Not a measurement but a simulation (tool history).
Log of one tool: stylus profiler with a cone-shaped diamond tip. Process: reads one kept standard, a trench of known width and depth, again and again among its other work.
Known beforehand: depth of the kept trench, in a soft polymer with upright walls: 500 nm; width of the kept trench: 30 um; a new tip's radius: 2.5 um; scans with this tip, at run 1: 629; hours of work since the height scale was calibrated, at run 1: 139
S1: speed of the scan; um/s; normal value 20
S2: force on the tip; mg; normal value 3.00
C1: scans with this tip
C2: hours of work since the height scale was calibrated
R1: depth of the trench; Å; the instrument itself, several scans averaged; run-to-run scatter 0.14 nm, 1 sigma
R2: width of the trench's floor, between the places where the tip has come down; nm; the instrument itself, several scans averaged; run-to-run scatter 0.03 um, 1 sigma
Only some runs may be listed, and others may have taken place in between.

{"run": 1, "hour": 0.0, "S1": 20, "S2": 3.0, "C1": 629, "C2": 139, "R1": 5060.4, "R2": 26890}
{"run": 2, "hour": 32.9, "S1": 20, "S2": 3.0, "C1": 734, "C2": 162, "R1": 5061.4, "R2": 26900}
{"run": 3, "hour": 81.7, "S1": 20, "S2": 3.0, "C1": 889, "C2": 196, "R1": 5062.3, "R2": 26830}
{"run": 4, "hour": 128.3, "S1": 20, "S2": 3.0, "C1": 1037, "C2": 228, "R1": 5061.9, "R2": 26830}
{"run": 5, "hour": 158.2, "S1": 51, "S2": 3.0, "C1": 1132, "C2": 249, "R1": 5060.9, "R2": 26690}
{"run": 6, "hour": 207.8, "S1": 20, "S2": 3.0, "C1": 1290, "C2": 284, "R1": 5060.7, "R2": 26800}
{"run": 7, "hour": 256.6, "S1": 20, "S2": 3.0, "C1": 1445, "C2": 318, "R1": 5062.5, "R2": 26750}
{"run": 8, "hour": 290.2, "S1": 20, "S2": 2.74, "C1": 1552, "C2": 342, "R1": 5055.3, "R2": 26710}
{"run": 9, "hour": 346.8, "S1": 5, "S2": 3.0, "C1": 1731, "C2": 381, "R1": 5057.9, "R2": 26740}
{"run": 10, "hour": 402.0, "S1": 20, "S2": 3.0, "C1": 1907, "C2": 420, "R1": 5058.0, "R2": 26670}
{"run": 11, "hour": 443.5, "S1": 20, "S2": 3.0, "C1": 2038, "C2": 449, "R1": 5059.4, "R2": 26650}
{"run": 12, "hour": 479.5, "S1": 20, "S2": 3.0, "C1": 2153, "C2": 474, "R1": 5059.4, "R2": 26620}
{"run": 13, "hour": 517.8, "S1": 20, "S2": 3.0, "C1": 2275, "C2": 501, "R1": 5057.9, "R2": 26650}
{"run": 14, "hour": 572.0, "S1": 20, "S2": 1.32, "C1": 2447, "C2": 539, "R1": 5031.4, "R2": 26610}
{"run": 15, "hour": 614.0, "S1": 20, "S2": 1.32, "C1": 2580, "C2": 568, "R1": 5030.0, "R2": 26570}
{"run": 16, "hour": 670.2, "S1": 20, "S2": 1.32, "C1": 2759, "C2": 608, "R1": 5030.6, "R2": 26520}
{"run": 17, "hour": 698.6, "S1": 50, "S2": 2.7, "C1": 2849, "C2": 628, "R1": 5054.2, "R2": 26420}
{"run": 18, "hour": 742.7, "S1": 6, "S2": 1.51, "C1": 2989, "C2": 659, "R1": 5033.2, "R2": 26580}
{"run": 19, "hour": 781.3, "S1": 17, "S2": 2.29, "C1": 3112, "C2": 686, "R1": 5049.1, "R2": 26510}
{"run": 20, "hour": 833.6, "S1": 11, "S2": 5.1, "C1": 3278, "C2": 722, "R1": 5083.3, "R2": 26480}
{"run": 21, "hour": 873.5, "S1": 57, "S2": 4.48, "C1": 3405, "C2": 750, "R1": 5074.2, "R2": 26390}
{"run": 22, "hour": 918.5, "S1": 57, "S2": 4.48, "C1": 3548, "C2": 782, "R1": 5077.0, "R2": 26420}
{"run": 23, "hour": 953.5, "S1": 23, "S2": 1.67, "C1": 3659, "C2": 806, "R1": 5037.6, "R2": 26470}
{"run": 24, "hour": 986.5, "S1": 13, "S2": 2.61, "C1": 3764, "C2": 829, "R1": 5049.9, "R2": 26480}
{"run": 25, "hour": 1016.9, "S1": 59, "S2": 8.33, "C1": 3860, "C2": 850, "R1": 5118.2, "R2": 26330}
{"run": 26, "hour": 1043.7, "S1": 71, "S2": 1.25, "C1": 3946, "C2": 869, "R1": 5026.4, "R2": 26170}
{"run": 27, "hour": 1066.6, "S1": 5, "S2": 4.09, "C1": 4018, "C2": 885, "R1": 5066.8, "R2": 26490}
{"run": 28, "hour": 1112.6, "S1": 9, "S2": 6.08, "C1": 4165, "C2": 918, "R1": 5092.3, "R2": 26460}
{"run": 29, "hour": 1150.8, "S1": 7, "S2": 3.0, "C1": 4286, "C2": 944, "R1": 5053.0, "R2": 26400}
{"run": 30, "hour": 1204.4, "S1": 7, "S2": 8.88, "C1": 4456, "C2": 982, "R1": 5120.3, "R2": 26390}
{"run": 31, "hour": 1232.5, "S1": 54, "S2": 1.9, "C1": 4545, "C2": 1001, "R1": 5038.2, "R2": 26210}

How would selected steps in R1 from run to run divide? Give the signed amount a tool lacking its hidden state would still show from settings, what came in and random variation, and the signed amount left for the hidden state, including any gauge scatter that is not in both of the compared results.
Hidden conditions of the tool in this case: radius of the tip, um; height scale over the true one, %; drift of the gauge itself on depth_nm, %; drift of the gauge itself on floor_um, %.
Run 5 -> 6: S1 51 -> 20. R1 -0.2 Å: hidden state -0.4, all else +0.2.
Run 8 -> 9: S1 20 -> 5, S2 2.74 -> 3.00. R1 +2.6 Å: hidden state -0.4, all else +3.0.
Run 24 -> 25: S1 13 -> 59, S2 2.61 -> 8.33. R1 +68.3 Å: hidden state -0.4, all else +68.7.
Run 25 -> 26: S1 59 -> 71, S2 8.33 -> 1.25. R1 -91.8 Å: hidden state +0.1, all else -91.9.
Run 29 -> 30: S2 3.00 -> 8.88. R1 +67.3 Å: hidden state -0.5, all else +67.8.
Run 30 -> 31: S1 7 -> 54, S2 8.88 -> 1.90. R1 -82.1 Å: hidden state +0.0, all else -82.1.
